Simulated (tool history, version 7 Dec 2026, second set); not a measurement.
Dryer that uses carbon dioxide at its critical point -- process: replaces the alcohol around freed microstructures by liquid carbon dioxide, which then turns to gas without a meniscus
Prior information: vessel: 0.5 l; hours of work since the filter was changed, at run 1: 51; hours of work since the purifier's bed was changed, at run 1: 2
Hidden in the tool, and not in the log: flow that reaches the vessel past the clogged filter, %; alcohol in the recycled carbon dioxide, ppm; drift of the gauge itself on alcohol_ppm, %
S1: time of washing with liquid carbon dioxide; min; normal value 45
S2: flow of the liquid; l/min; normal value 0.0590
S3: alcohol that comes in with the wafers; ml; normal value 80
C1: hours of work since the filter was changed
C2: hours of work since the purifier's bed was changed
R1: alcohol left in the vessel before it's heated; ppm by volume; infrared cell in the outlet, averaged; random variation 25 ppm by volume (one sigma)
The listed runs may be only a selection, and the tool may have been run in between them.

{"run": 1, "hour": 0.0, "S1": 45, "S2": 0.059, "S3": 80, "C1": 51, "C2": 2, "R1": 1696}
{"run": 2, "hour": 11.4, "S1": 45, "S2": 0.059, "S3": 80, "C1": 55, "C2": 6, "R1": 1745}
{"run": 3, "hour": 20.2, "S1": 45, "S2": 0.059, "S3": 80, "C1": 58, "C2": 9, "R1": 1805}
{"run": 4, "hour": 30.5, "S1": 69, "S2": 0.059, "S3": 80, "C1": 62, "C2": 13, "R1": 170}
{"run": 5, "hour": 40.3, "S1": 64, "S2": 0.059, "S3": 80, "C1": 65, "C2": 17, "R1": 271}
{"run": 6, "hour": 50.6, "S1": 64, "S2": 0.059, "S3": 80, "C1": 69, "C2": 20, "R1": 262}
{"run": 7, "hour": 60.8, "S1": 64, "S2": 0.059, "S3": 80, "C1": 72, "C2": 24, "R1": 277}
{"run": 8, "hour": 72.8, "S1": 46, "S2": 0.059, "S3": 80, "C1": 76, "C2": 28, "R1": 1639}
{"run": 9, "hour": 84.0, "S1": 38, "S2": 0.059, "S3": 80, "C1": 80, "C2": 32, "R1": 3638}
{"run": 10, "hour": 91.9, "S1": 38, "S2": 0.0536, "S3": 80, "C1": 83, "C2": 35, "R1": 5310}
{"run": 11, "hour": 97.7, "S1": 45, "S2": 0.059, "S3": 80, "C1": 85, "C2": 37, "R1": 1823}
{"run": 12, "hour": 109.9, "S1": 45, "S2": 0.059, "S3": 80, "C1": 90, "C2": 41, "R1": 1819}
{"run": 13, "hour": 118.8, "S1": 45, "S2": 0.059, "S3": 80, "C1": 93, "C2": 44, "R1": 1862}
{"run": 14, "hour": 129.8, "S1": 45, "S2": 0.059, "S3": 55, "C1": 97, "C2": 48, "R1": 1330}
{"run": 15, "hour": 141.3, "S1": 45, "S2": 0.059, "S3": 55, "C1": 101, "C2": 52, "R1": 1333}
{"run": 16, "hour": 147.1, "S1": 45, "S2": 0.059, "S3": 55, "C1": 103, "C2": 54, "R1": 1351}
{"run": 17, "hour": 158.9, "S1": 45, "S2": 0.059, "S3": 55, "C1": 107, "C2": 58, "R1": 1323}
{"run": 18, "hour": 166.7, "S1": 45, "S2": 0.0465, "S3": 80, "C1": 110, "C2": 61, "R1": 4943}
{"run": 19, "hour": 172.1, "S1": 58, "S2": 0.0465, "S3": 80, "C1": 112, "C2": 63, "R1": 1763}
{"run": 20, "hour": 183.5, "S1": 58, "S2": 0.0465, "S3": 80, "C1": 116, "C2": 67, "R1": 1781}
{"run": 21, "hour": 191.7, "S1": 45, "S2": 0.059, "S3": 80, "C1": 118, "C2": 70, "R1": 1931}
{"run": 22, "hour": 199.7, "S1": 45, "S2": 0.059, "S3": 55, "C1": 121, "C2": 73, "R1": 1338}
{"run": 23, "hour": 212.2, "S1": 27, "S2": 0.0603, "S3": 80, "C1": 126, "C2": 77, "R1": 10714}
{"run": 24, "hour": 220.7, "S1": 27, "S2": 0.0603, "S3": 80, "C1": 129, "C2": 80, "R1": 10684}
{"run": 25, "hour": 230.4, "S1": 50, "S2": 0.043, "S3": 102, "C1": 132, "C2": 84, "R1": 5812}
{"run": 26, "hour": 236.6, "S1": 62, "S2": 0.0478, "S3": 102, "C1": 134, "C2": 86, "R1": 1548}
{"run": 27, "hour": 242.1, "S1": 45, "S2": 0.058, "S3": 80, "C1": 136, "C2": 88, "R1": 2163}
{"run": 28, "hour": 253.7, "S1": 50, "S2": 0.0673, "S3": 80, "C1": 140, "C2": 92, "R1": 631}
{"run": 29, "hour": 261.8, "S1": 45, "S2": 0.0395, "S3": 80, "C1": 143, "C2": 95, "R1": 8695}
{"run": 30, "hour": 267.9, "S1": 47, "S2": 0.0944, "S3": 60, "C1": 145, "C2": 97, "R1": 90}
{"run": 31, "hour": 273.4, "S1": 56, "S2": 0.0592, "S3": 21, "C1": 147, "C2": 99, "R1": 192}
{"run": 32, "hour": 284.7, "S1": 56, "S2": 0.0592, "S3": 21, "C1": 151, "C2": 103, "R1": 191}
{"run": 33, "hour": 296.1, "S1": 56, "S2": 0.0592, "S3": 21, "C1": 155, "C2": 107, "R1": 198}
{"run": 34, "hour": 306.7, "S1": 30, "S2": 0.0683, "S3": 80, "C1": 159, "C2": 111, "R1": 5661}
{"run": 35, "hour": 315.9, "S1": 32, "S2": 0.0649, "S3": 80, "C1": 162, "C2": 114, "R1": 5222}
{"run": 36, "hour": 325.1, "S1": 32, "S2": 0.0964, "S3": 54, "C1": 166, "C2": 117, "R1": 693}
{"run": 37, "hour": 331.9, "S1": 58, "S2": 0.0714, "S3": 31, "C1": 168, "C2": 120, "R1": 89}
{"run": 38, "hour": 337.5, "S1": 42, "S2": 0.0607, "S3": 80, "C1": 170, "C2": 121, "R1": 2507}
{"run": 39, "hour": 344.8, "S1": 56, "S2": 0.052, "S3": 32, "C1": 173, "C2": 124, "R1": 577}
{"run": 40, "hour": 354.4, "S1": 33, "S2": 0.0525, "S3": 80, "C1": 176, "C2": 127, "R1": 9615}
{"run": 41, "hour": 364.2, "S1": 33, "S2": 0.0525, "S3": 80, "C1": 179, "C2": 131, "R1": 9343}

Predict each of these 4 candidate next runs independently; none follows another, all start after run 41:
{"run": "A", "hour": 369.8, "S1": 33, "S2": 0.0618, "S3": 42, "C1": 181, "C2": 133, "R1": "?"}
{"run": "B", "hour": 369.8, "S1": 45, "S2": 0.0675, "S3": 108, "C1": 181, "C2": 133, "R1": "?"}
{"run": "C", "hour": 369.8, "S1": 37, "S2": 0.059, "S3": 80, "C1": 181, "C2": 133, "R1": "?"}
{"run": "D", "hour": 369.8, "S1": 43, "S2": 0.0525, "S3": 80, "C1": 181, "C2": 133, "R1": "?"}

run=A R1=3031
run=B R1=1531
run=C R1=4660
run=D R1=4059
Stripped of hidden state, with their random variation kept, the same runs would have yielded:
run=A R1=2432
run=B R1=1100
run=C R1=3685
run=D R1=3186

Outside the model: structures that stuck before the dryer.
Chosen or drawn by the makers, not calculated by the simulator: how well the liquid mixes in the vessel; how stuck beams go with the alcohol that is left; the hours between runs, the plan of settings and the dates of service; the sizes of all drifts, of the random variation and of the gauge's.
